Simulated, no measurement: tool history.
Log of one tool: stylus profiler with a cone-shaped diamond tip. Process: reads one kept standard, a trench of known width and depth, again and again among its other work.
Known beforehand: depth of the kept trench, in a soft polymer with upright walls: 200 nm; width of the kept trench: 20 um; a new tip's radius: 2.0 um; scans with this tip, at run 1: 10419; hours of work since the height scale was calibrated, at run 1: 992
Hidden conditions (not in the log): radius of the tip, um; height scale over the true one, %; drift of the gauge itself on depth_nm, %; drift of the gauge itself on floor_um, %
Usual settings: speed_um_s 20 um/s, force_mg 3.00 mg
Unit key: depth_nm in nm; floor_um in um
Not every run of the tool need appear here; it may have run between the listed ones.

run,hour,speed_um_s,force_mg,scans with this tip,hours of work since the height scale was calibrated,depth_nm,floor_um
1,0.0,20,3.00,10419,992,201.71,17.59
2,75.0,20,3.00,10872,1035,201.66,17.55
3,150.8,20,3.00,11329,1078,201.67,17.53
# hour 205.6: height scale calibrated on a step standard
4,213.6,20,3.00,11705,5,202.08,17.52
5,281.1,6,3.00,12113,43,202.14,17.56
6,316.6,15,3.00,12327,64,202.10,17.50
7,391.0,20,3.00,12776,106,202.02,17.50
8,458.8,20,3.00,13186,145,202.14,17.44
9,514.3,20,3.00,13520,177,202.02,17.39
10,576.9,20,3.00,13898,213,202.10,17.44
11,624.4,20,3.00,14185,241,202.05,17.37
12,679.1,20,3.00,14515,272,202.04,17.41
13,746.5,20,3.00,14922,311,202.00,17.40
14,785.9,20,3.00,15160,333,202.02,17.39
15,836.5,20,3.00,15465,362,202.03,17.38
16,889.5,20,3.00,15785,393,201.93,17.38
17,935.9,20,3.00,16065,419,202.01,17.33
18,993.0,20,1.54,16409,452,201.20,17.29
19,1056.3,45,3.00,16792,489,201.94,17.18
20,1126.0,45,3.00,17212,529,201.88,17.14
21,1195.5,20,3.00,17632,569,201.92,17.31
22,1260.5,20,3.00,18024,606,201.92,17.23
23,1322.8,20,3.00,18400,642,201.85,17.24
24,1389.9,24,5.14,18805,680,202.72,17.28
25,1425.1,45,1.22,19017,700,200.87,16.93
26,1464.0,55,5.91,19252,723,203.04,17.12
27,1514.5,15,1.94,19557,752,201.32,17.22
28,1577.8,37,5.02,19939,788,202.71,17.10
29,1630.0,6,5.22,20254,818,202.76,17.19
30,1693.6,6,5.22,20638,855,202.75,17.21
31,1757.5,6,5.22,21024,891,202.70,17.21
32,1807.0,8,4.92,21322,920,202.56,17.21
33,1852.2,8,4.92,21595,946,202.63,17.16
34,1926.0,31,1.04,22041,988,200.70,16.95
35,1984.6,31,1.04,22394,1022,200.65,16.96
36,2042.7,31,1.04,22745,1055,200.65,16.91
37,2088.6,6,5.31,23022,1082,202.72,17.16
# hour 2138.1: height scale calibrated on a step standard
38,2146.9,6,5.31,23371,5,202.98,17.11
39,2208.1,6,5.31,23740,40,203.06,17.13
40,2259.4,58,2.89,24050,70,202.03,16.79
41,2310.3,58,2.89,24357,99,201.92,16.77
42,2343.9,8,4.87,24560,118,202.85,17.05
43,2390.5,13,2.59,24841,145,201.87,16.99
44,2426.1,15,8.53,25056,165,204.24,17.04
45,2480.9,20,1.78,25387,197,201.44,16.97

For some of the steps in depth_nm from one run to the next: how much would appear even if the tool had no hidden state, given the settings, what came in and random variation, and how much remains for the hidden state plus any gauge scatter that the measured result and the result without hidden state don't share?
Run 1 -> 2: no setting changed, nothing entered. depth_nm -0.05 nm: hidden state -0.02, all else -0.03.
Run 3 -> 4: height scale calibrated on a step standard. depth_nm +0.41 nm: hidden state +0.42, all else -0.01.
Run 25 -> 26: speed_um_s 45 -> 55, force_mg 1.22 -> 5.91. depth_nm +2.17 nm: hidden state -0.01, all else +2.18.
Run 37 -> 38: height scale calibrated on a step standard. depth_nm +0.26 nm: hidden state +0.37, all else -0.11.
Run 43 -> 44: speed_um_s 13 -> 15, force_mg 2.59 -> 8.53. depth_nm +2.37 nm: hidden state -0.01, all else +2.38.
Run 44 -> 45: speed_um_s 15 -> 20, force_mg 8.53 -> 1.78. depth_nm -2.80 nm: hidden state -0.01, all else -2.79.
